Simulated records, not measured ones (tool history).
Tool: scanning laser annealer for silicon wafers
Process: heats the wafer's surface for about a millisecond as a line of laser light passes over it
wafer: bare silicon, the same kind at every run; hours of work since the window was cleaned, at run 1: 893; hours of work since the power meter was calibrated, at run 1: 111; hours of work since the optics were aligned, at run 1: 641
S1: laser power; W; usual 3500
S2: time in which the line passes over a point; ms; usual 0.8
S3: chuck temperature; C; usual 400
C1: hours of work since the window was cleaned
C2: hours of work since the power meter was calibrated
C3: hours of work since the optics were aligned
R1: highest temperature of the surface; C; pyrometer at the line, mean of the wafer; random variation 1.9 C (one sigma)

run,hour,S1,S2,S3,C1,C2,C3,R1
1,0,3500,0.8,400,893,111,641,1158
2,17.5,3500,0.8,400,903,121,651,1160
3,28.5,3500,0.8,400,910,128,658,1155
# hour 41.2: window over the wafer cleaned
4,47.7,3500,0.8,400,4,139,669,1157
5,57.1,3500,0.8,400,10,145,675,1157
6,74.9,3500,0.8,379,21,156,686,1135
7,83.6,3500,0.8,379,26,161,691,1137
8,97.3,3500,0.8,379,35,169,699,1136
9,116.3,2977,0.8,379,46,181,711,1010
10,129.2,3500,0.904,400,54,189,719,1206
11,141.4,3500,0.695,400,62,197,727,1106
12,155.2,3500,0.73,415,70,205,735,1135
13,173.8,3044,0.8,400,82,217,747,1048
14,188.4,3415,0.781,374,91,226,756,1104
15,205.3,3840,0.688,408,101,236,766,1185

Forecast each of these 5 alternatives for the next run:
A,216.9,3511,0.688,377,108,243,773,?
B,216.9,3840,0.583,436,108,243,773,?
C,216.9,3681,0.812,423,108,243,773,?
D,216.9,3360,0.69,383,108,243,773,?
E,216.9,3250,0.779,370,108,243,773,?

run,R1
A,1080
B,1152
C,1230
D,1058
E,1059
Without the tool's hidden state the same runs would have given:
run,R1
A,1080
B,1152
C,1230
D,1058
E,1059
